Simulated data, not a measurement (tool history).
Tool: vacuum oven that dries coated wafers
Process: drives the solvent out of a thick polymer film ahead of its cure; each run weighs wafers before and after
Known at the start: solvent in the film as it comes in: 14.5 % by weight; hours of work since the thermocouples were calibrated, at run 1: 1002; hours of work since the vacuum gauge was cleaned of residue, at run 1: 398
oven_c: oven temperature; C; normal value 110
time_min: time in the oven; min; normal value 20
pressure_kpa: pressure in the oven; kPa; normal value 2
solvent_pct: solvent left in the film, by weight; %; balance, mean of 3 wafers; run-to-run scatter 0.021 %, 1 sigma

run,hour,oven_c,time_min,pressure_kpa,hours of work since the thermocouples were calibrated,hours of work since the vacuum gauge was cleaned of residue,solvent_pct
1,0,110,20,2,1002,398,2.91
2,25.9,110,20,2,1014,410,2.94
3,47.4,110,20,2,1023,420,2.94
4,69.4,110,20,5.87,1033,430,4.26
5,95.9,110,20,2,1045,442,2.95
6,127.4,99,20,2,1060,456,5.1
7,162.3,99,20,2,1076,472,5.14
8,198.5,99,20,2,1092,488,5.12
9,236.2,99,20,2,1109,506,5.04
10,263.6,99,20,2,1122,518,5.04
11,300.6,99,20,2,1138,535,5.08
12,334.6,110,15,2,1154,550,3.99
13,359.8,110,15,2,1165,562,3.98
14,396,110,15,2,1182,578,3.97
15,433.1,110,15,2,1199,595,3.99
16,453.7,110,36,2,1208,604,1.35
17,485.2,110,24,2,1222,619,2.31
# hour 489.5: vacuum gauge cleaned of residue and calibrated
18,522.4,110,24,2,1238,15,2.33
19,559.8,110,20,2,1255,32,2.95
# hour 581.1: vacuum gauge cleaned of residue and calibrated, once more
20,599.3,110,20,2,1273,8,2.88
21,631,110,20,2,1287,23,2.85
22,666.2,101,20,2,1303,39,4.54
23,702.2,101,20,2,1319,55,4.51
24,737.1,110,20,2,1335,71,2.83
25,770.2,97,22,2,1350,86,5.07
26,790.6,100,22,3.09,1360,95,4.81
27,817.5,100,22,3.09,1372,107,4.83
28,843.5,100,22,3.09,1384,119,4.84
29,869.6,110,20,7.06,1396,131,4.5
# hour 876.8: oven's thermocouples calibrated
30,897.4,95,14,2.43,9,143,7.73
31,935.1,95,14,2.43,26,160,7.71
32,955.7,95,14,2.43,36,169,7.77
33,988.9,95,14,2.43,51,184,7.74
34,1017.6,114,10,4.79,64,197,5.89
35,1056.2,121,20,7.86,82,215,3.16
36,1093.6,121,20,7.86,99,232,3.14
37,1128.2,115,20,6.59,114,248,3.79
38,1167.9,115,20,6.59,132,266,3.78
39,1205.7,115,16,4.67,149,283,3.92
40,1229.1,123,24,1.64,160,294,0.92
41,1265.1,123,24,1.64,176,310,0.95
42,1289.8,104,20,2,188,321,4.35
43,1320.8,104,20,2,202,335,4.36
44,1355.1,102,20,1.75,217,351,4.67
45,1386.5,102,20,1.75,232,365,4.66
46,1414.2,102,20,1.75,244,378,4.69
47,1434.2,102,20,1.75,253,387,4.64

Entry by entry between the runs, the difference in hidden state between the last listed run before and the first listed run after:
Logged between run 17 and run 18: vacuum gauge cleaned of residue and calibrated (hour 489.5)
  true wafer temperature over the reading, C: 2.22 -> 2.26; true pressure over the reading, kPa: 0.114 -> 0.193
  measured value less the no-hidden-state value, solvent_pct: -0.31 -> -0.29 %
Logged between run 19 and run 20: vacuum gauge cleaned of residue and calibrated, once more (hour 581.1)
  true wafer temperature over the reading, C: 2.28 -> 2.32; true pressure over the reading, kPa: 0.196 -> 0.009
  measured value less the no-hidden-state value, solvent_pct: -0.34 -> -0.41 %
Logged between run 29 and run 30: oven's thermocouples calibrated (hour 876.8)
  true wafer temperature over the reading, C: 2.53 -> 0.2; true pressure over the reading, kPa: 0.033 -> 0.035
  measured value less the no-hidden-state value, solvent_pct: -0.53 -> -0.02 %
